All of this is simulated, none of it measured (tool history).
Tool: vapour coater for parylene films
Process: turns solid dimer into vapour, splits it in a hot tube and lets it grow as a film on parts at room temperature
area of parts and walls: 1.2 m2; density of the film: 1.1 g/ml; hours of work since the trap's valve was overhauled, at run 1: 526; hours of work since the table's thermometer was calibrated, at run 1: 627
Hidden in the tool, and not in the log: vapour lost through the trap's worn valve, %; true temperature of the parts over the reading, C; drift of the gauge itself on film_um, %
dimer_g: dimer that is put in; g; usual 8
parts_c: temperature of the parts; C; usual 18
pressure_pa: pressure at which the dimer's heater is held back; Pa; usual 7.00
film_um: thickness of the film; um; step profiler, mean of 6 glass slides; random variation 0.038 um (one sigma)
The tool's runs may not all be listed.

| run | day | dimer_g | parts_c | pressure_pa | hours of work since the trap's valve was overhauled | hours of work since the table's thermometer was calibrated | film_um |
|---|---|---|---|---|---|---|---|
| 1 | 0.000 | 8 | 18 | 7.00 | 526 | 627 | 3.82 |
| 2 | 1.100 | 11 | 18 | 7.00 | 549 | 649 | 5.10 |
| 3 | 2.212 | 8 | 18 | 7.00 | 572 | 672 | 3.71 |
| 4 | 4.212 | 8 | 18 | 7.00 | 614 | 714 | 3.67 |
| 5 | 5.279 | 8 | 18 | 7.00 | 636 | 736 | 3.69 |
|  | 6.817 | trap's valve overhauled |
| 6 | 7.104 | 8 | 18 | 7.00 | 6 | 770 | 3.52 |
| 7 | 8.725 | 8 | 18 | 7.00 | 39 | 804 | 3.49 |
| 8 | 10.342 | 8 | 18 | 7.00 | 73 | 837 | 3.43 |
| 9 | 12.533 | 8 | 18 | 7.00 | 118 | 883 | 3.44 |
| 10 | 13.571 | 8 | 18 | 7.00 | 140 | 904 | 3.40 |
| 11 | 15.812 | 8 | 18 | 7.00 | 186 | 951 | 3.40 |
|  | 17.758 | trap's valve overhauled, once more |
| 12 | 18.096 | 8 | 18 | 7.00 | 7 | 995 | 4.04 |
| 13 | 20.208 | 8 | 18 | 7.00 | 51 | 1038 | 4.10 |
| 14 | 22.467 | 8 | 18 | 7.00 | 98 | 1085 | 4.02 |
| 15 | 23.796 | 8 | 18 | 7.00 | 125 | 1113 | 3.96 |
| 16 | 25.546 | 8 | 18 | 7.00 | 161 | 1149 | 3.97 |
| 17 | 26.767 | 8 | 18 | 7.00 | 187 | 1174 | 3.95 |
| 18 | 28.171 | 8 | 18 | 7.00 | 216 | 1203 | 3.97 |
| 19 | 29.221 | 8 | 19 | 7.00 | 237 | 1225 | 3.88 |
| 20 | 31.421 | 8 | 19 | 7.00 | 283 | 1271 | 3.84 |
|  | 32.408 | table's thermometer calibrated |
| 21 | 32.408 | 8 | 19 | 7.00 | 303 | 0 | 3.80 |
| 22 | 33.458 | 8 | 19 | 7.00 | 324 | 22 | 3.75 |
| 23 | 35.042 | 11 | 19 | 7.00 | 357 | 54 | 5.12 |
| 24 | 36.917 | 11 | 18 | 6.42 | 396 | 93 | 5.20 |
| 25 | 38.483 | 11 | 18 | 6.42 | 428 | 126 | 5.15 |

Run 26 comes next. What will it give?
| 26 | 39.554 | 4 | 15 | 5.62 | 451 | 148 | ? |

{"run 26": {"film_um": 2.04}}
Without the tool's hidden state the same run would have given film_um 2.22 um.
